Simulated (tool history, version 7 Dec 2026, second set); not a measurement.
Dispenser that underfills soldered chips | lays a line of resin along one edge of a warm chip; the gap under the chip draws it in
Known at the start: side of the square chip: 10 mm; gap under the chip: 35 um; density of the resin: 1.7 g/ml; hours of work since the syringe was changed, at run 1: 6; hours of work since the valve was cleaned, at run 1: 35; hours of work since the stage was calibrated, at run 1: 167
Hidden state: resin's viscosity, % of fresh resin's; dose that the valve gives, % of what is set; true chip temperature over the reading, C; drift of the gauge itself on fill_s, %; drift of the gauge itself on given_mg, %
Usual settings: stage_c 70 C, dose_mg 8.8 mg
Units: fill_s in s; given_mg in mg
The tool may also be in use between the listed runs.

run    day  stage_c  dose_mg  hours of work since the syringe was changed  hours of work since the valve was cleaned  hours of work since the stage was calibrated  fill_s  given_mg
  1      0       70      8.8                                            6                                         35                                           167   294.1       8.6
     0.067  -- new syringe of resin
  2  0.208       70      8.8                                            2                                         38                                           170   225.4      8.54
  3  0.371       70      8.8                                            5                                         41                                           173   272.8      8.54
     0.512  -- new syringe of resin
  4  0.554       70      8.8                                            1                                         43                                           176   198.5      8.51
  5  0.671       70      8.8                                            3                                         45                                           178     230      8.64
  6  0.933       70      8.8                                            7                                         50                                           182   302.9       8.5
     0.962  -- new syringe of resin
  7  1.121       70      8.8                                            3                                         53                                           185   229.9      8.58
  8  1.325       76    10.87                                            6                                         56                                           188   214.5     10.57
     1.417  -- new syringe of resin
  9  1.496       76    10.87                                            1                                         59                                           191   159.8     10.48

The next listed run, before its measurement:
 10  1.688       66    11.37                                            4                                         62                                           194       ?         ?

Run 10 gave fill_s 303.4 s, given_mg 10.91 mg.
Without the tool's hidden state the same run would have given fill_s 233 s, given_mg 11.31 mg.
